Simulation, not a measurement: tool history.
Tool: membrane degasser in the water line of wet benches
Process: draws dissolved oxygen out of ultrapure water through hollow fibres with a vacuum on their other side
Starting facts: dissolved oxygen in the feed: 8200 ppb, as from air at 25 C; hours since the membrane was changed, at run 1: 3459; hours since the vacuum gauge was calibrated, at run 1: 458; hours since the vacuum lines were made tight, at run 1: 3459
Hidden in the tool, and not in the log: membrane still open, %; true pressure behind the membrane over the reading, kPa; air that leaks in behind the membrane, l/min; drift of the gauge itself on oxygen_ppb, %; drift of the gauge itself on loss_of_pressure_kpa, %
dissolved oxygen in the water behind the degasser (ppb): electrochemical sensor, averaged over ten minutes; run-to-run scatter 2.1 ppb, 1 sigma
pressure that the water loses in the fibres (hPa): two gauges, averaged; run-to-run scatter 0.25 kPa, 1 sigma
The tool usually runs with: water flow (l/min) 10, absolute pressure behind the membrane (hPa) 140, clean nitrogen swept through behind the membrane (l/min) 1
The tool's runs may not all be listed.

run	hour	water flow (l/min)	absolute pressure behind the membrane (hPa)	clean nitrogen swept through behind the membrane (l/min)	hours since the membrane was changed	hours since the vacuum gauge was calibrated	hours since the vacuum lines were made tight	dissolved oxygen in the water behind the degasser (ppb)	pressure that the water loses in the fibres (hPa)
1	0	10	140	1	3459	458	3459	255.3	679.9
2	251.4	10	140	1	3710	710	3710	256.5	683.2
3	365.3	10	140	1.13	3824	823	3824	231	683.3
4	572.2	10	140	1.13	4031	1030	4031	230	682.7
5	735.4	10	140	1.13	4194	1194	4194	233.8	685.5
6	856.1	10	140	1	4315	1314	4315	263.1	683.3
7	981.8	10	140	2.07	4441	1440	4441	132.4	685.8
8	1118.5	10	257	1.14	4578	1577	4578	467.1	682.2
9	1254.4	10	123	1.12	4713	1713	4713	199.6	689
10	1480.7	10	123	1.12	4940	1939	4940	201.9	686.9
11	1639.8	11	165	1.68	5099	2098	5099	222.9	758.2
12	1800.3	13	191	1.43	5259	2258	5259	361.3	898.7
13	1990.7	13	127	1.12	5450	2449	5450	274.5	894.8
14	2112.7	13	127	1.12	5572	2571	5572	274.3	897.1

5 options for the next run, each taken on its own from the tool as it stands now. Forecast them:
A	2345.5	8	140	1	5804	2804	5804	?	?
B	2345.5	10	140	0.88	5804	2804	5804	?	?
C	2345.5	9	246	1.6	5804	2804	5804	?	?
D	2345.5	15	140	1.07	5804	2804	5804	?	?
E	2345.5	14	155	2.21	5804	2804	5804	?	?

run	dissolved oxygen in the water behind the degasser (ppb)	pressure that the water loses in the fibres (hPa)
A	216.1	551.5
B	291.3	691.5
C	298.1	624.3
D	382.5	1037.7
E	214.6	972.6
Had the tool no hidden state, the same runs would have come out as:
run	dissolved oxygen in the water behind the degasser (ppb)	pressure that the water loses in the fibres (hPa)
A	203.9	527.6
B	278.2	661.7
C	282.3	597.4
D	365.4	993
E	202.2	930.6
